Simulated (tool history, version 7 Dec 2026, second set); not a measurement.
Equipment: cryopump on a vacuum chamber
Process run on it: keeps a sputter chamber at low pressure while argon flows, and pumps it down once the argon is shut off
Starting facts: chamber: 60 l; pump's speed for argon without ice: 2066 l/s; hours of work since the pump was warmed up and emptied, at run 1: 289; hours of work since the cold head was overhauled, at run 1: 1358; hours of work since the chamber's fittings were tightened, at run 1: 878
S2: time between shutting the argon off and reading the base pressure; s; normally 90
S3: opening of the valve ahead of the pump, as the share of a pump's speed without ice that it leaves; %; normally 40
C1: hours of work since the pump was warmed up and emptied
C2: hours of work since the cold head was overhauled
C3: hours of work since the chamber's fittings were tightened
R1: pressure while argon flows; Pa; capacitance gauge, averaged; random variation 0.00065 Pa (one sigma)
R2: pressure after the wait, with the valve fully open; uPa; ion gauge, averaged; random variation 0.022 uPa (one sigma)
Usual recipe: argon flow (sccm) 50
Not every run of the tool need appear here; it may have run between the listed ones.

{"run": 1, "hour": 0.0, "argon flow (sccm)": 50, "S2": 90, "S3": 40, "C1": 289, "C2": 1358, "C3": 878, "R1": 0.1063, "R2": 1.58}
{"run": 2, "hour": 32.3, "argon flow (sccm)": 26, "S2": 90, "S3": 40, "C1": 315, "C2": 1385, "C3": 904, "R1": 0.0557, "R2": 1.63}
{"run": 3, "hour": 55.1, "argon flow (sccm)": 26, "S2": 90, "S3": 40, "C1": 333, "C2": 1403, "C3": 922, "R1": 0.055, "R2": 1.64}
{"run": 4, "hour": 86.2, "argon flow (sccm)": 26, "S2": 90, "S3": 40, "C1": 358, "C2": 1428, "C3": 947, "R1": 0.0561, "R2": 1.78}
{"run": 5, "hour": 108.4, "argon flow (sccm)": 26, "S2": 90, "S3": 40, "C1": 376, "C2": 1446, "C3": 965, "R1": 0.0555, "R2": 1.64}
{"run": 6, "hour": 142.0, "argon flow (sccm)": 26, "S2": 90, "S3": 40, "C1": 403, "C2": 1473, "C3": 992, "R1": 0.0558, "R2": 1.83}
{"run": 7, "hour": 163.3, "argon flow (sccm)": 26, "S2": 90, "S3": 40, "C1": 421, "C2": 1490, "C3": 1009, "R1": 0.0565, "R2": 1.79}
{"run": 8, "hour": 211.5, "argon flow (sccm)": 50, "S2": 292, "S3": 40, "C1": 459, "C2": 1529, "C3": 1048, "R1": 0.1094, "R2": 1.6}
{"run": 9, "hour": 231.9, "argon flow (sccm)": 56, "S2": 90, "S3": 40, "C1": 476, "C2": 1545, "C3": 1064, "R1": 0.1217, "R2": 1.92}
{"run": 10, "hour": 257.2, "argon flow (sccm)": 50, "S2": 90, "S3": 40, "C1": 496, "C2": 1566, "C3": 1085, "R1": 0.1101, "R2": 1.97}
{"hour": 277.5, "done": "leaking fittings of the chamber tightened, without venting"}
{"run": 11, "hour": 297.0, "argon flow (sccm)": 50, "S2": 90, "S3": 40, "C1": 527, "C2": 1596, "C3": 16, "R1": 0.1092, "R2": 0.6}
{"hour": 304.1, "done": "pump warmed up, emptied and cooled again"}
{"run": 12, "hour": 330.7, "argon flow (sccm)": 50, "S2": 90, "S3": 40, "C1": 21, "C2": 1619, "C3": 39, "R1": 0.1031, "R2": 0.6}
{"run": 13, "hour": 365.8, "argon flow (sccm)": 50, "S2": 90, "S3": 40, "C1": 50, "C2": 1648, "C3": 67, "R1": 0.1036, "R2": 0.63}
{"run": 14, "hour": 397.4, "argon flow (sccm)": 50, "S2": 90, "S3": 40, "C1": 75, "C2": 1673, "C3": 93, "R1": 0.1043, "R2": 0.67}
{"run": 15, "hour": 422.2, "argon flow (sccm)": 50, "S2": 90, "S3": 40, "C1": 95, "C2": 1693, "C3": 113, "R1": 0.1043, "R2": 0.66}
{"run": 16, "hour": 442.0, "argon flow (sccm)": 50, "S2": 90, "S3": 17, "C1": 111, "C2": 1709, "C3": 128, "R1": 0.2439, "R2": 0.73}
{"run": 17, "hour": 487.9, "argon flow (sccm)": 50, "S2": 90, "S3": 17, "C1": 148, "C2": 1746, "C3": 165, "R1": 0.2434, "R2": 0.74}
{"run": 18, "hour": 532.5, "argon flow (sccm)": 21, "S2": 53, "S3": 26, "C1": 184, "C2": 1782, "C3": 201, "R1": 0.0654, "R2": 1.05}
{"run": 19, "hour": 557.7, "argon flow (sccm)": 28, "S2": 262, "S3": 44, "C1": 204, "C2": 1802, "C3": 222, "R1": 0.053, "R2": 0.59}
{"run": 20, "hour": 595.0, "argon flow (sccm)": 47, "S2": 44, "S3": 20, "C1": 234, "C2": 1832, "C3": 252, "R1": 0.1949, "R2": 1.28}
{"run": 21, "hour": 628.5, "argon flow (sccm)": 90, "S2": 46, "S3": 40, "C1": 261, "C2": 1859, "C3": 279, "R1": 0.192, "R2": 1.29}
{"run": 22, "hour": 670.1, "argon flow (sccm)": 50, "S2": 46, "S3": 40, "C1": 295, "C2": 1893, "C3": 312, "R1": 0.1067, "R2": 1.32}
{"run": 23, "hour": 689.8, "argon flow (sccm)": 76, "S2": 21, "S3": 32, "C1": 311, "C2": 1909, "C3": 328, "R1": 0.2009, "R2": 2.26}
{"run": 24, "hour": 728.0, "argon flow (sccm)": 50, "S2": 174, "S3": 40, "C1": 341, "C2": 1939, "C3": 359, "R1": 0.1069, "R2": 0.84}
{"run": 25, "hour": 765.5, "argon flow (sccm)": 50, "S2": 254, "S3": 26, "C1": 372, "C2": 1970, "C3": 389, "R1": 0.1626, "R2": 0.82}
{"run": 26, "hour": 796.6, "argon flow (sccm)": 60, "S2": 90, "S3": 40, "C1": 397, "C2": 1995, "C3": 414, "R1": 0.1314, "R2": 1.07}
{"run": 27, "hour": 817.8, "argon flow (sccm)": 29, "S2": 22, "S3": 23, "C1": 414, "C2": 2012, "C3": 431, "R1": 0.1074, "R2": 2.26}
{"run": 28, "hour": 861.6, "argon flow (sccm)": 53, "S2": 147, "S3": 47, "C1": 449, "C2": 2047, "C3": 467, "R1": 0.0984, "R2": 1.03}
{"run": 29, "hour": 904.5, "argon flow (sccm)": 23, "S2": 62, "S3": 59, "C1": 484, "C2": 2081, "C3": 501, "R1": 0.035, "R2": 1.39}
{"run": 30, "hour": 948.7, "argon flow (sccm)": 72, "S2": 213, "S3": 28, "C1": 519, "C2": 2117, "C3": 537, "R1": 0.2215, "R2": 1.05}
{"hour": 964.9, "done": "pump warmed up, emptied and cooled again"}
{"run": 31, "hour": 1001.9, "argon flow (sccm)": 87, "S2": 213, "S3": 22, "C1": 30, "C2": 2156, "C3": 575, "R1": 0.3239, "R2": 0.98}
{"run": 32, "hour": 1031.3, "argon flow (sccm)": 50, "S2": 56, "S3": 47, "C1": 53, "C2": 2180, "C3": 599, "R1": 0.0879, "R2": 1.55}
{"run": 33, "hour": 1069.1, "argon flow (sccm)": 50, "S2": 46, "S3": 21, "C1": 84, "C2": 2210, "C3": 630, "R1": 0.1969, "R2": 1.58}

Here are 5 independent what-if runs from the current tool condition. What would each one return?
{"run": "A", "hour": 1102.3, "argon flow (sccm)": 50, "S2": 46, "S3": 40, "C1": 111, "C2": 2237, "C3": 656, "R1": "?", "R2": "?"}
{"run": "B", "hour": 1102.3, "argon flow (sccm)": 50, "S2": 114, "S3": 36, "C1": 111, "C2": 2237, "C3": 656, "R1": "?", "R2": "?"}
{"run": "C", "hour": 1102.3, "argon flow (sccm)": 50, "S2": 197, "S3": 18, "C1": 111, "C2": 2237, "C3": 656, "R1": "?", "R2": "?"}
{"run": "D", "hour": 1102.3, "argon flow (sccm)": 43, "S2": 64, "S3": 21, "C1": 111, "C2": 2237, "C3": 656, "R1": "?", "R2": "?"}
{"run": "E", "hour": 1102.3, "argon flow (sccm)": 25, "S2": 164, "S3": 33, "C1": 111, "C2": 2237, "C3": 656, "R1": "?", "R2": "?"}

run=A R1=0.1051 R2=1.72
run=B R1=0.1165 R2=1.22
run=C R1=0.2308 R2=1.12
run=D R1=0.1699 R2=1.52
run=E R1=0.0626 R2=1.11
Without the tool's hidden state the same runs would have given:
run=A R1=0.1028 R2=0.94
run=B R1=0.1142 R2=0.45
run=C R1=0.2285 R2=0.34
run=D R1=0.1679 R2=0.73
run=E R1=0.0614 R2=0.34

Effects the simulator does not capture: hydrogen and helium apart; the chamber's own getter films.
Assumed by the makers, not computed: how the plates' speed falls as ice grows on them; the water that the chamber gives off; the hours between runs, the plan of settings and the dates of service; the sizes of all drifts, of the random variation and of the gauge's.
